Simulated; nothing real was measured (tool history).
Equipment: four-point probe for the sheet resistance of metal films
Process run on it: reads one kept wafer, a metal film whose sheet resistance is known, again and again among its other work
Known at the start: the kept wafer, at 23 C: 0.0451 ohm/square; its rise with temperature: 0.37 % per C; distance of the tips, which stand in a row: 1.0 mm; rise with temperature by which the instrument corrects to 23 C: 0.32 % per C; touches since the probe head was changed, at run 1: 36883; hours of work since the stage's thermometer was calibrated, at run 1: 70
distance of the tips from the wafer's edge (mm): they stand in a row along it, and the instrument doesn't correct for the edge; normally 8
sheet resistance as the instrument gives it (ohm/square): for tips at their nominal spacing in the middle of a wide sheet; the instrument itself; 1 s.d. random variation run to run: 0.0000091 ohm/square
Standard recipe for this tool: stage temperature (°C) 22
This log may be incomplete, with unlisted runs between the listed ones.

run	hour	stage temperature (°C)	distance of the tips from the wafer's edge (mm)	touches since the probe head was changed	hours of work since the stage's thermometer was calibrated	sheet resistance as the instrument gives it (ohm/square)
1	0	22	8	36883	70	0.04515
2	10.1	31	8	37305	76	0.045342
3	31.3	31	8	38183	87	0.04534
4	53.7	31	8	39116	99	0.045323
5	72.4	22	8	39893	109	0.045132
6	87.6	34	8	40524	118	0.045393
7	109.7	22	8	41443	130	0.04514
8	133.3	22	8	42423	142	0.04511
9	146.2	22	15	42958	149	0.044852
10	157.5	22	15	43429	155	0.044852
11	181	22	15	44408	168	0.044836
12	196.4	34	9	45048	176	0.045291
13	212.4	28	45	45712	185	0.044869

Estimate the outcome of run 14 from the log above:
14	222.5	27	21	46130	190	?

{"run 14": {"sheet resistance as the instrument gives it (ohm/square)": 0.044897}}
The same run, on a tool lacking any hidden state, would have yielded sheet resistance as the instrument gives it (ohm/square) 0.045253.
